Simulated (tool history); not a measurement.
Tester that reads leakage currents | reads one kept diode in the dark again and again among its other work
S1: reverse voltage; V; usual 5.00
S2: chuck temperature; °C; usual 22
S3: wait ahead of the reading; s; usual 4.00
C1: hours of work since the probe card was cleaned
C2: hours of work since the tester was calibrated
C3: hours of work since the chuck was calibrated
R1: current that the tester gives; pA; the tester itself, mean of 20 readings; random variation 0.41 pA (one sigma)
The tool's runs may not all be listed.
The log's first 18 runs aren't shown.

| run | hour | S1 | S2 | S3 | C1 | C2 | C3 | R1 |
|---|---|---|---|---|---|---|---|---|
| 19 | 697.8 | 5.00 | 22 | 4.00 | 944 | 130 | 999 | 125.85 |
| 20 | 756.6 | 5.00 | 22 | 4.00 | 983 | 170 | 1038 | 124.71 |
| 21 | 810.6 | 5.00 | 21 | 1.80 | 1020 | 206 | 1075 | 113.35 |
|  | 821.1 | chuck's temperature calibrated |
| 22 | 866.2 | 5.00 | 21 | 1.82 | 1056 | 243 | 30 | 127.76 |
| 23 | 901.4 | 5.00 | 20 | 9.62 | 1079 | 266 | 54 | 115.45 |
| 24 | 947.4 | 8.00 | 22 | 4.82 | 1110 | 297 | 85 | 168.86 |
| 25 | 979.2 | 8.00 | 22 | 4.82 | 1132 | 319 | 106 | 169.79 |
| 26 | 1008.7 | 8.00 | 22 | 4.82 | 1152 | 339 | 126 | 168.32 |
| 27 | 1052.3 | 8.00 | 52 | 4.82 | 1181 | 368 | 156 | 2164.64 |
| 28 | 1098.9 | 12.63 | 51 | 4.82 | 1212 | 399 | 187 | 2393.95 |
| 29 | 1154.8 | 1.71 | 30 | 3.98 | 1250 | 437 | 225 | 183.68 |
| 30 | 1213.5 | 6.66 | 37 | 3.98 | 1290 | 477 | 264 | 584.11 |
| 31 | 1261.3 | 9.87 | 22 | 0.66 | 1322 | 509 | 296 | 185.94 |
| 32 | 1294.0 | 5.00 | 29 | 4.00 | 1344 | 531 | 319 | 255.75 |
| 33 | 1322.7 | 19.46 | 27 | 4.00 | 1363 | 550 | 338 | 378.13 |
| 34 | 1367.7 | 19.46 | 27 | 4.00 | 1393 | 580 | 368 | 375.29 |
| 35 | 1409.8 | 2.48 | 30 | 3.84 | 1422 | 609 | 397 | 207.94 |
| 36 | 1444.2 | 4.00 | 41 | 4.00 | 1445 | 632 | 420 | 656.53 |
| 37 | 1474.7 | 5.00 | 24 | 0.39 | 1466 | 652 | 440 | 164.68 |
| 38 | 1530.1 | 5.00 | 24 | 0.39 | 1503 | 690 | 478 | 164.99 |
| 39 | 1568.0 | 5.00 | 46 | 9.75 | 1528 | 715 | 503 | 1067.43 |
| 40 | 1621.6 | 5.00 | 46 | 9.75 | 1564 | 751 | 539 | 1067.16 |

Forecast each of these 4 alternatives for the next run:
| A | 1651.0 | 3.52 | 29 | 4.00 | 1584 | 771 | 559 | ? |
| B | 1651.0 | 3.34 | 22 | 0.89 | 1584 | 771 | 559 | ? |
| C | 1651.0 | 5.14 | 56 | 3.73 | 1584 | 771 | 559 | ? |
| D | 1651.0 | 5.00 | 22 | 0.95 | 1584 | 771 | 559 | ? |

| run | R1 |
|---|---|
| A | 217.34 |
| B | 113.18 |
| C | 2379.50 |
| D | 133.36 |
Without the tool's hidden state the same runs would have given:
| run | R1 |
|---|---|
| A | 228.88 |
| B | 117.98 |
| C | 2513.66 |
| D | 137.98 |
